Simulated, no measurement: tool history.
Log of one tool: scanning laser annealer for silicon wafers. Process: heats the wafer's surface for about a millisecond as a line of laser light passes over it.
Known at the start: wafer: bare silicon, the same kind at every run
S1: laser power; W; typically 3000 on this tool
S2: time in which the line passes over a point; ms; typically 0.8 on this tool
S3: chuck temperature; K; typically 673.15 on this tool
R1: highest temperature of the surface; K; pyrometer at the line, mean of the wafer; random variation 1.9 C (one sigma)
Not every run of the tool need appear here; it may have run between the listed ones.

run	hour	S1	S2	S3	R1
1	0	3000	0.8	673.15	1394.15
2	11.8	3000	0.8	673.15	1391.15
3	23.3	3000	0.8	673.15	1390.15
4	36.7	3000	0.957	673.15	1462.15
5	51.2	3000	0.8	696.15	1414.15
6	66.3	3000	0.8	644.15	1362.15
7	81.7	3000	0.8	644.15	1358.15
8	91.1	3000	0.8	644.15	1361.15
9	97.9	3000	0.8	644.15	1361.15
10	107.4	3000	0.8	644.15	1357.15
11	123	2672	0.8	673.15	1316.15
12	133	2672	0.8	673.15	1318.15
13	141.1	2672	0.8	673.15	1317.15
14	147.7	2672	0.8	673.15	1314.15
15	155.7	2606	0.8	673.15	1302.15
16	164.6	2606	0.967	638.15	1333.15
17	179.6	3000	0.8	684.15	1393.15
18	188.1	2655	0.838	684.15	1336.15
19	198.1	2655	0.838	684.15	1336.15
# hour 205.6: optics aligned, line set to its width
20	209.7	2655	0.838	684.15	1338.15
21	222.1	2655	0.838	684.15	1345.15
22	237.9	2662	0.838	641.15	1299.15
23	252.3	2957	0.939	654.15	1420.15
24	262.4	3000	0.67	681.15	1323.15
25	275.9	3000	0.67	681.15	1326.15
26	286.5	3278	0.645	679.15	1363.15
27	294.2	3278	0.645	679.15	1362.15
28	302.3	3000	0.83	650.15	1373.15

3 ways to go on from here, each from the tool as it stands after run 28. What would each give?
A	318.4	2617	0.8	637.15	?
B	318.4	3065	0.8	673.15	?
C	318.4	2820	0.8	673.15	?

run	R1
A	1263.15
B	1393.15
C	1343.15
Had the tool no hidden state, the same runs would have come out as:
run	R1
A	1288.15
B	1422.15
C	1370.15
